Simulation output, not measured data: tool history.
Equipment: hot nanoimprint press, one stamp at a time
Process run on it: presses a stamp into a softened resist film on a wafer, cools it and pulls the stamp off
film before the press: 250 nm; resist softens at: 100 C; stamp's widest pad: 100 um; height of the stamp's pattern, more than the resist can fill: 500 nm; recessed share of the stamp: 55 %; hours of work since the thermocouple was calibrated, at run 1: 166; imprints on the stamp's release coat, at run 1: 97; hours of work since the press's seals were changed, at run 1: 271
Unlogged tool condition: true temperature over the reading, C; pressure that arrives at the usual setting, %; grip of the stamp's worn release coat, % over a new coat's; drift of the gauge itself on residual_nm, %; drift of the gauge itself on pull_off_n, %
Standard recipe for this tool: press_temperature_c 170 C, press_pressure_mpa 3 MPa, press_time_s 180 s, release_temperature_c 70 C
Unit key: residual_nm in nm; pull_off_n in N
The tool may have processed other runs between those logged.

run	hour	press_temperature_c	press_pressure_mpa	press_time_s	release_temperature_c	hours of work since the thermocouple was calibrated	imprints on the stamp's release coat	hours of work since the press's seals were changed	residual_nm	pull_off_n
1	0	170	3	180	70	166	97	271	122.1	126
2	8.6	170	3	180	70	172	146	278	122.7	124
3	16.7	171	3	180	70	178	192	284	116.1	124
4	28.8	170	3	128	70	188	262	293	136.8	124
5	38.8	170	3	128	70	195	318	301	137	131
6	46.5	170	3	128	70	201	363	307	135.9	125
7	53.8	170	3	128	70	207	404	312	134.7	123
8	63.5	170	3	128	70	214	460	320	135.2	126
9	73.5	170	3	180	68	222	517	328	120.3	132
10	85.4	170	3	180	68	231	584	337	120	129
11	94	170	3	162	68	238	634	343	125.2	130
12	102.7	170	3	162	68	244	683	350	124.2	131
13	109.8	170	3	162	68	250	724	355	124.1	129
14	118.9	170	3	162	68	257	776	362	122.6	133
15	128.9	170	3	162	68	264	833	370	123.1	130
16	142.7	181	3	175	70	275	912	381	72.1	130
# hour 151.2: gauge calibrated
17	151.6	176	3	175	70	282	963	387	93.5	124
18	161.8	176	4.53	92	70	290	1021	395	98.4	128
# hour 176.5: plate thermocouple calibrated
19	178.7	176	4.53	145	66	2	1101	406	82.2	133
20	189.9	167	3	110	70	10	1164	414	160.2	127
21	196.4	177	2.39	108	73	15	1202	419	119.7	119
22	203.9	177	2.41	349	73	21	1245	425	73.9	115
23	212	170	3	96	55	27	1291	431	148	163
24	219.5	170	3	206	57	33	1334	437	113.8	161
25	233.3	170	3	206	57	43	1412	448	113.9	148
26	245.9	170	2.29	206	71	53	1484	457	128.4	129
27	256.5	172	2.29	213	71	61	1545	465	116	130
28	269.8	172	2.29	213	71	71	1621	476	115.3	125
29	282.1	172	2.29	213	71	81	1691	485	114.7	125

For each entry between runs, how does the tool's hidden state at the last listed run before it compare with that at the first listed run after it?
Run 16 -> run 17: gauge calibrated (hour 151.2)
  drift of the gauge itself on residual_nm, %: -2.84 -> -0.01
  the result without the hidden state subtracted from the measured one, residual_nm: -2.2 -> -0.1 nm
Run 18 -> run 19: plate thermocouple calibrated (hour 176.5)
  true temperature over the reading, C: 0.04 -> 0; grip of the stamp's worn release coat, % over a new coat's: 0.9 -> 1; drift of the gauge itself on residual_nm, %: -0.21 -> -0.49
  the result without the hidden state subtracted from the measured one, residual_nm: -0.4 -> -0.3 nm
